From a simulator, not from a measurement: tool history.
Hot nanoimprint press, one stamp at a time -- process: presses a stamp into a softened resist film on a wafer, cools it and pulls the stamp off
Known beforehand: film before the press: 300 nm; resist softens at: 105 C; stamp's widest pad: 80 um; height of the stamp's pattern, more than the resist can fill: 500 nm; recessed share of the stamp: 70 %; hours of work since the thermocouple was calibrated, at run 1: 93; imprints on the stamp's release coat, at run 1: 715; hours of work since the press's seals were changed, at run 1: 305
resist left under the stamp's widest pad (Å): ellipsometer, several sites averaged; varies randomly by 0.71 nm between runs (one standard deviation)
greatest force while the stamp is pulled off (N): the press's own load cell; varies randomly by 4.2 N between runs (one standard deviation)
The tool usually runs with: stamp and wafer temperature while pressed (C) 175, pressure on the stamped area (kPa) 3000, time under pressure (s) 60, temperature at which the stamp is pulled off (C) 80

| run | hour | stamp and wafer temperature while pressed (C) | pressure on the stamped area (kPa) | time under pressure (s) | temperature at which the stamp is pulled off (C) | hours of work since the thermocouple was calibrated | imprints on the stamp's release coat | hours of work since the press's seals were changed | resist left under the stamp's widest pad (Å) | greatest force while the stamp is pulled off (N) |
|---|---|---|---|---|---|---|---|---|---|---|
| 1 | 0.0 | 175 | 3000 | 60 | 80 | 93 | 715 | 305 | 1269 | 209 |
| 2 | 14.8 | 175 | 3000 | 60 | 80 | 102 | 769 | 315 | 1266 | 208 |
| 3 | 31.1 | 175 | 3000 | 60 | 83 | 113 | 829 | 326 | 1272 | 189 |
| 4 | 43.5 | 175 | 3000 | 60 | 83 | 121 | 875 | 334 | 1283 | 194 |
| 5 | 59.9 | 175 | 3000 | 60 | 83 | 132 | 935 | 345 | 1274 | 197 |
| 6 | 73.0 | 175 | 3000 | 60 | 80 | 140 | 984 | 353 | 1270 | 207 |
| 7 | 86.5 | 175 | 3000 | 60 | 80 | 149 | 1033 | 362 | 1282 | 209 |
| 8 | 100.6 | 176 | 3000 | 60 | 80 | 159 | 1086 | 371 | 1241 | 198 |
|  | 116.6 | stamp cleaned and given a new release coat |
| 9 | 124.9 | 175 | 3000 | 103 | 80 | 170 | 31 | 383 | 1036 | 198 |
| 10 | 140.8 | 186 | 3000 | 103 | 80 | 181 | 90 | 394 | 678 | 211 |
| 11 | 156.7 | 175 | 3000 | 60 | 66 | 191 | 148 | 404 | 1280 | 273 |
| 12 | 167.9 | 175 | 3000 | 60 | 66 | 199 | 190 | 411 | 1290 | 268 |
| 13 | 178.3 | 175 | 3000 | 60 | 66 | 205 | 228 | 418 | 1286 | 260 |
| 14 | 194.7 | 175 | 3000 | 113 | 80 | 216 | 289 | 429 | 995 | 207 |
| 15 | 211.0 | 175 | 3000 | 113 | 80 | 227 | 349 | 440 | 978 | 203 |
| 16 | 218.7 | 175 | 3000 | 79 | 80 | 232 | 377 | 445 | 1149 | 218 |
| 17 | 235.1 | 170 | 4020 | 57 | 80 | 243 | 438 | 455 | 1397 | 200 |
| 18 | 245.0 | 167 | 3000 | 36 | 80 | 249 | 474 | 462 | 2017 | 205 |
| 19 | 254.3 | 167 | 3000 | 41 | 80 | 255 | 508 | 468 | 1929 | 207 |
| 20 | 267.6 | 175 | 1820 | 47 | 66 | 264 | 557 | 477 | 1739 | 254 |
| 21 | 276.4 | 175 | 2170 | 45 | 80 | 270 | 590 | 483 | 1642 | 202 |
| 22 | 293.1 | 175 | 3000 | 37 | 82 | 281 | 652 | 493 | 1553 | 201 |
| 23 | 300.7 | 175 | 3000 | 37 | 82 | 286 | 680 | 498 | 1537 | 198 |
| 24 | 309.1 | 175 | 3000 | 39 | 80 | 291 | 711 | 504 | 1509 | 205 |
| 25 | 326.1 | 175 | 3000 | 47 | 75 | 302 | 773 | 515 | 1414 | 228 |
| 26 | 343.5 | 175 | 3000 | 47 | 75 | 314 | 838 | 526 | 1427 | 229 |

Run 27 is up next; what results do you expect?
| 27 | 360.8 | 175 | 3000 | 47 | 75 | 325 | 901 | 538 | ? | ? |

Run 27 measured resist left under the stamp's widest pad (Å) 1420, greatest force while the stamp is pulled off (N) 226.
Minus the tool's unlogged condition, the same run would have read resist left under the stamp's widest pad (Å) 1392, greatest force while the stamp is pulled off (N) 224.

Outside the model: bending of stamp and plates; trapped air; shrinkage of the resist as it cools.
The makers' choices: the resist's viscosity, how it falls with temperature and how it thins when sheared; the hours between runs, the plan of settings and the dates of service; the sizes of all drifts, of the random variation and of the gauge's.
